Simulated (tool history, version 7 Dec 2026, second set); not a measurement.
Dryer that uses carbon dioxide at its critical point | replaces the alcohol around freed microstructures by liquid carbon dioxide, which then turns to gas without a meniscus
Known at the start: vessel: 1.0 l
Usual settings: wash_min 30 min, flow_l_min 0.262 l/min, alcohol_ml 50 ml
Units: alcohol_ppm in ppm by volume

{"run": 1, "hour": 0.0, "wash_min": 30, "flow_l_min": 0.262, "alcohol_ml": 50, "alcohol_ppm": 111}
{"run": 2, "hour": 16.8, "wash_min": 30, "flow_l_min": 0.262, "alcohol_ml": 50, "alcohol_ppm": 114}
{"run": 3, "hour": 31.3, "wash_min": 30, "flow_l_min": 0.262, "alcohol_ml": 112, "alcohol_ppm": 168}
{"run": 4, "hour": 44.8, "wash_min": 30, "flow_l_min": 0.262, "alcohol_ml": 112, "alcohol_ppm": 178}
{"run": 5, "hour": 70.6, "wash_min": 30, "flow_l_min": 0.262, "alcohol_ml": 112, "alcohol_ppm": 187}
{"run": 6, "hour": 83.6, "wash_min": 30, "flow_l_min": 0.262, "alcohol_ml": 112, "alcohol_ppm": 185}
{"run": 7, "hour": 101.1, "wash_min": 20, "flow_l_min": 0.262, "alcohol_ml": 112, "alcohol_ppm": 1233}
{"run": 8, "hour": 126.7, "wash_min": 26, "flow_l_min": 0.262, "alcohol_ml": 50, "alcohol_ppm": 193}
{"run": 9, "hour": 147.0, "wash_min": 30, "flow_l_min": 0.357, "alcohol_ml": 50, "alcohol_ppm": 84}
{"run": 10, "hour": 170.7, "wash_min": 30, "flow_l_min": 0.262, "alcohol_ml": 50, "alcohol_ppm": 140}
{"run": 11, "hour": 186.0, "wash_min": 30, "flow_l_min": 0.262, "alcohol_ml": 50, "alcohol_ppm": 137}
{"run": 12, "hour": 204.7, "wash_min": 30, "flow_l_min": 0.262, "alcohol_ml": 36, "alcohol_ppm": 130}
{"run": 13, "hour": 230.4, "wash_min": 30, "flow_l_min": 0.262, "alcohol_ml": 36, "alcohol_ppm": 125}
{"run": 14, "hour": 255.6, "wash_min": 30, "flow_l_min": 0.435, "alcohol_ml": 50, "alcohol_ppm": 79}
{"run": 15, "hour": 275.7, "wash_min": 30, "flow_l_min": 0.435, "alcohol_ml": 50, "alcohol_ppm": 90}
{"run": 16, "hour": 291.2, "wash_min": 30, "flow_l_min": 0.262, "alcohol_ml": 50, "alcohol_ppm": 154}
{"run": 17, "hour": 302.4, "wash_min": 30, "flow_l_min": 0.226, "alcohol_ml": 50, "alcohol_ppm": 248}
{"run": 18, "hour": 323.7, "wash_min": 30, "flow_l_min": 0.262, "alcohol_ml": 50, "alcohol_ppm": 159}
{"run": 19, "hour": 341.5, "wash_min": 30, "flow_l_min": 0.262, "alcohol_ml": 50, "alcohol_ppm": 164}
{"run": 20, "hour": 359.4, "wash_min": 30, "flow_l_min": 0.262, "alcohol_ml": 50, "alcohol_ppm": 178}
{"run": 21, "hour": 385.8, "wash_min": 30, "flow_l_min": 0.262, "alcohol_ml": 50, "alcohol_ppm": 173}
{"run": 22, "hour": 398.8, "wash_min": 30, "flow_l_min": 0.262, "alcohol_ml": 50, "alcohol_ppm": 174}
{"run": 23, "hour": 418.5, "wash_min": 30, "flow_l_min": 0.262, "alcohol_ml": 50, "alcohol_ppm": 183}
{"run": 24, "hour": 436.0, "wash_min": 30, "flow_l_min": 0.262, "alcohol_ml": 74, "alcohol_ppm": 212}
{"run": 25, "hour": 450.1, "wash_min": 30, "flow_l_min": 0.208, "alcohol_ml": 50, "alcohol_ppm": 386}
{"run": 26, "hour": 467.4, "wash_min": 30, "flow_l_min": 0.208, "alcohol_ml": 50, "alcohol_ppm": 388}
{"run": 27, "hour": 484.1, "wash_min": 30, "flow_l_min": 0.208, "alcohol_ml": 50, "alcohol_ppm": 414}
{"run": 28, "hour": 505.4, "wash_min": 20, "flow_l_min": 0.262, "alcohol_ml": 77, "alcohol_ppm": 1204}
{"run": 29, "hour": 531.6, "wash_min": 20, "flow_l_min": 0.262, "alcohol_ml": 77, "alcohol_ppm": 1232}
{"run": 30, "hour": 548.0, "wash_min": 23, "flow_l_min": 0.164, "alcohol_ml": 29, "alcohol_ppm": 1395}
{"run": 31, "hour": 565.9, "wash_min": 23, "flow_l_min": 0.19, "alcohol_ml": 83, "alcohol_ppm": 2481}
{"run": 32, "hour": 582.9, "wash_min": 23, "flow_l_min": 0.19, "alcohol_ml": 83, "alcohol_ppm": 1290}
{"run": 33, "hour": 594.7, "wash_min": 34, "flow_l_min": 0.223, "alcohol_ml": 83, "alcohol_ppm": 176}
{"run": 34, "hour": 618.0, "wash_min": 34, "flow_l_min": 0.223, "alcohol_ml": 83, "alcohol_ppm": 181}
{"run": 35, "hour": 640.7, "wash_min": 33, "flow_l_min": 0.223, "alcohol_ml": 38, "alcohol_ppm": 162}
{"run": 36, "hour": 656.9, "wash_min": 40, "flow_l_min": 0.248, "alcohol_ml": 38, "alcohol_ppm": 131}
{"run": 37, "hour": 676.4, "wash_min": 44, "flow_l_min": 0.171, "alcohol_ml": 59, "alcohol_ppm": 158}
{"run": 38, "hour": 700.3, "wash_min": 30, "flow_l_min": 0.185, "alcohol_ml": 83, "alcohol_ppm": 523}
{"run": 39, "hour": 725.1, "wash_min": 30, "flow_l_min": 0.166, "alcohol_ml": 23, "alcohol_ppm": 318}
{"run": 40, "hour": 749.9, "wash_min": 20, "flow_l_min": 0.226, "alcohol_ml": 27, "alcohol_ppm": 531}
{"run": 41, "hour": 763.0, "wash_min": 28, "flow_l_min": 0.226, "alcohol_ml": 57, "alcohol_ppm": 281}
{"run": 42, "hour": 775.1, "wash_min": 42, "flow_l_min": 0.391, "alcohol_ml": 115, "alcohol_ppm": 133}
{"run": 43, "hour": 793.4, "wash_min": 42, "flow_l_min": 0.391, "alcohol_ml": 115, "alcohol_ppm": 132}
{"run": 44, "hour": 808.9, "wash_min": 23, "flow_l_min": 0.305, "alcohol_ml": 55, "alcohol_ppm": 226}
{"run": 45, "hour": 833.9, "wash_min": 30, "flow_l_min": 0.262, "alcohol_ml": 107, "alcohol_ppm": 204}
{"run": 46, "hour": 846.7, "wash_min": 30, "flow_l_min": 0.314, "alcohol_ml": 37, "alcohol_ppm": 144}
{"run": 47, "hour": 859.8, "wash_min": 40, "flow_l_min": 0.318, "alcohol_ml": 22, "alcohol_ppm": 135}
{"run": 48, "hour": 872.5, "wash_min": 44, "flow_l_min": 0.345, "alcohol_ml": 25, "alcohol_ppm": 151}

Taken out of this log: 1 entry between the listed runs. Where each belongs, and how the hidden state differs across it:
Between runs 31 and 32: inlet filter changed (hour 579.8)
  flow that reaches the vessel past the clogged filter, %: 83.1 -> 99.4; alcohol in the recycled carbon dioxide, ppm: 116.4 -> 117.9
  measured less the result without the state, alcohol_ppm: +1330 -> +144 ppm by volume
